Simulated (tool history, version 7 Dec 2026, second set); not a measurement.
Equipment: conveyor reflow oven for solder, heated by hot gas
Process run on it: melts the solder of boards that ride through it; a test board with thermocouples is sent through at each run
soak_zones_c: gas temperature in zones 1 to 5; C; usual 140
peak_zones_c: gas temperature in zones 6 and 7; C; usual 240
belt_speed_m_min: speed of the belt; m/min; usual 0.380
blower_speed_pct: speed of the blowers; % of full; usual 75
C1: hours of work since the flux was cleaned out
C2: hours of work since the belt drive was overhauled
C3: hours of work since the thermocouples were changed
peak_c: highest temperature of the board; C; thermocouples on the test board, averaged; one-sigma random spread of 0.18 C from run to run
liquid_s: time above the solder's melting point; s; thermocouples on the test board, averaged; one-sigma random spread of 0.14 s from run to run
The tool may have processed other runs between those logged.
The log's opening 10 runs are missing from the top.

Run 11, hour 234.5: usual settings; C1 23; C2 482; C3 85. Result: peak_c 224.6 C, liquid_s 91.9 s.
Run 12, hour 260.4: usual settings; C1 36; C2 494; C3 97. Result: peak_c 224.4 C, liquid_s 91.9 s.
Run 13, hour 284.5: usual settings; C1 47; C2 506; C3 109. Result: peak_c 224.4 C, liquid_s 91.6 s.
Run 14, hour 306.2: usual settings; C1 58; C2 516; C3 119. Result: peak_c 224.3 C, liquid_s 91.6 s.
Run 15, hour 330.4: usual settings but peak_zones_c 255 C; C1 69; C2 528; C3 131. Result: peak_c 237.6 C, liquid_s 102.2 s.
Run 16, hour 352.7: usual settings but soak_zones_c 146 C, belt_speed_m_min 0.457 m/min; C1 80; C2 539; C3 142. Result: peak_c 219.0 C, liquid_s 73.6 s.
Run 17, hour 373.5: usual settings but soak_zones_c 146 C, belt_speed_m_min 0.457 m/min; C1 90; C2 549; C3 152. Result: peak_c 219.1 C, liquid_s 73.7 s.
At hour 390.1: flux residue cleaned out of gas plates and filters, once more.
Run 18, hour 395.8: usual settings but soak_zones_c 153 C, peak_zones_c 245 C, belt_speed_m_min 0.454 m/min, blower_speed_pct 55 % of full; C1 3; C2 557; C3 160. Result: peak_c 222.3 C, liquid_s 80.5 s.
Run 19, hour 423.8: usual settings but soak_zones_c 151 C, peak_zones_c 245 C, belt_speed_m_min 0.375 m/min, blower_speed_pct 55 % of full; C1 16; C2 570; C3 173. Result: peak_c 228.9 C, liquid_s 102.5 s.
Run 20, hour 443.7: usual settings but soak_zones_c 129 C, peak_zones_c 250 C, belt_speed_m_min 0.375 m/min, blower_speed_pct 59 % of full; C1 26; C2 580; C3 183. Result: peak_c 230.2 C, liquid_s 92.8 s.
Run 21, hour 478.2: usual settings but soak_zones_c 153 C, peak_zones_c 246 C; C1 42; C2 596; C3 199. Result: peak_c 233.1 C, liquid_s 105.7 s.
Run 22, hour 513.7: usual settings but soak_zones_c 144 C, belt_speed_m_min 0.312 m/min; C1 59; C2 613; C3 217. Result: peak_c 231.1 C, liquid_s 122.0 s.
Run 23, hour 545.2: usual settings but soak_zones_c 142 C, belt_speed_m_min 0.309 m/min, blower_speed_pct 72 % of full; C1 74; C2 629; C3 232. Result: peak_c 230.8 C, liquid_s 121.6 s.
Run 24, hour 580.4: usual settings but soak_zones_c 142 C, belt_speed_m_min 0.309 m/min, blower_speed_pct 72 % of full; C1 91; C2 645; C3 248. Result: peak_c 230.6 C, liquid_s 121.7 s.
Run 25, hour 601.0: usual settings but soak_zones_c 142 C, belt_speed_m_min 0.327 m/min, blower_speed_pct 65 % of full; C1 101; C2 655; C3 258. Result: peak_c 228.2 C, liquid_s 112.7 s.
Run 26, hour 628.0: usual settings but soak_zones_c 151 C, belt_speed_m_min 0.327 m/min, blower_speed_pct 83 % of full; C1 114; C2 668; C3 271. Result: peak_c 231.9 C, liquid_s 120.8 s.

What does the tool deliver on the next run?
Run 27, hour 655.3: usual settings but soak_zones_c 151 C, belt_speed_m_min 0.327 m/min, blower_speed_pct 80 % of full; C1 127; C2 681; C3 284. Result: peak_c ?, liquid_s ?.

peak_c: 231.4 C
liquid_s: 120.3 s
Without the tool's hidden state the same run would have given peak_c 232.1 C, liquid_s 120.0 s.
